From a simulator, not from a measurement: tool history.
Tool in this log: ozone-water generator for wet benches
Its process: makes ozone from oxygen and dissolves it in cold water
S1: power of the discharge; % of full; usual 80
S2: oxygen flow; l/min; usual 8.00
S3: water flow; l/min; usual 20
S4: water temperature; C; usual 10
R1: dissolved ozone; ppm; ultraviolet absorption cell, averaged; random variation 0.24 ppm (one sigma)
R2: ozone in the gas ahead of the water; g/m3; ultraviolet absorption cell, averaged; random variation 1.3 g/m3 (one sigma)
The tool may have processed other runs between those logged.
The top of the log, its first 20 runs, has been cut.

run,hour,S1,S2,S3,S4,R1,R2
21,2008.0,80,7.18,18,17,32.7,250.2
22,2080.3,44,6.76,20,6,21.9,158.4
23,2185.6,70,8.00,15,16,33.1,207.8
24,2252.5,70,8.00,15,16,32.6,208.6
25,2369.9,70,6.63,24,8,26.8,235.5
26,2505.0,70,6.63,24,8,27.1,235.1
27,2607.6,70,6.63,24,8,26.9,233.6
28,2737.4,70,6.63,24,8,26.6,233.3
29,2855.6,80,8.38,20,7,34.2,223.0
30,2925.1,80,8.38,20,7,34.0,221.6
31,3006.0,80,5.27,20,18,30.9,300.4
32,3103.0,80,5.27,20,18,30.6,303.2

What if the next run were any one of these 5? Each begins from the tool's condition after run 32:
A,3236.9,55,5.27,16,11,?,?
B,3236.9,42,12.82,20,7,?,?
C,3236.9,52,6.50,20,10,?,?
D,3236.9,62,7.41,20,18,?,?
E,3236.9,42,11.89,16,18,?,?

run,R1,R2
A,29.8,221.9
B,18.3,98.7
C,23.7,183.2
D,23.6,193.9
E,17.4,102.4
Take away the tool's hidden state, keep each run's random variation, and the runs would have read:
run,R1,R2
A,31.7,235.1
B,19.2,102.8
C,25.2,193.4
D,25.3,207.0
E,18.2,106.7
